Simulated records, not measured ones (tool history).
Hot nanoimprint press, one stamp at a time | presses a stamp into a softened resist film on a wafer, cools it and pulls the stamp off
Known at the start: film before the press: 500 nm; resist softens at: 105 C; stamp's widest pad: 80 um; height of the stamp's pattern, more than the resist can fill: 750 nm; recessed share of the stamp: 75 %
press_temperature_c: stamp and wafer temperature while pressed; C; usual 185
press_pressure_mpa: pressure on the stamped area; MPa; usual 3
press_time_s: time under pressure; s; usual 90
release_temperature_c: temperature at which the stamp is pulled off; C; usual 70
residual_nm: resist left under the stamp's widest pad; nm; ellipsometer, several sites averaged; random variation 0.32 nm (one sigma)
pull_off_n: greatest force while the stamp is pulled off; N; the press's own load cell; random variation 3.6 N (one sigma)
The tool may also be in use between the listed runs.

| run | hour | press_temperature_c | press_pressure_mpa | press_time_s | release_temperature_c | residual_nm | pull_off_n |
|---|---|---|---|---|---|---|---|
| 1 | 0 | 185 | 3 | 90 | 70 | 238.4 | 242 |
| 2 | 14.9 | 185 | 3 | 90 | 70 | 237.7 | 250 |
| 3 | 27 | 185 | 3 | 90 | 70 | 238.2 | 247 |
| 4 | 43.1 | 185 | 3 | 90 | 70 | 238 | 257 |
| 5 | 54.5 | 185 | 3 | 90 | 70 | 237.7 | 254 |
| 6 | 62.5 | 185 | 3 | 90 | 66 | 237.5 | 281 |
| 7 | 70.1 | 185 | 3 | 90 | 66 | 238.5 | 271 |
| 8 | 86 | 185 | 3 | 90 | 70 | 238 | 266 |
| 9 | 94.1 | 185 | 3 | 90 | 70 | 237.8 | 266 |
| 10 | 103.3 | 185 | 3 | 60 | 70 | 273.1 | 258 |
| 11 | 115.1 | 185 | 3 | 60 | 70 | 272.6 | 264 |
| 12 | 126.2 | 178 | 3 | 90 | 70 | 298.3 | 260 |
| 13 | 140.7 | 185 | 3 | 128 | 70 | 208.6 | 255 |
| 14 | 154.5 | 185 | 3 | 90 | 70 | 237.2 | 272 |
| 15 | 165.1 | 185 | 3 | 87 | 70 | 240 | 272 |

Forecast run 16:
| 16 | 175.7 | 185 | 2.52 | 87 | 70 | ? | ? |

Run 16 gave residual_nm 260 nm, pull_off_n 284 N.
Without the tool's hidden state the same run would have given residual_nm 259.3 nm, pull_off_n 180 N.
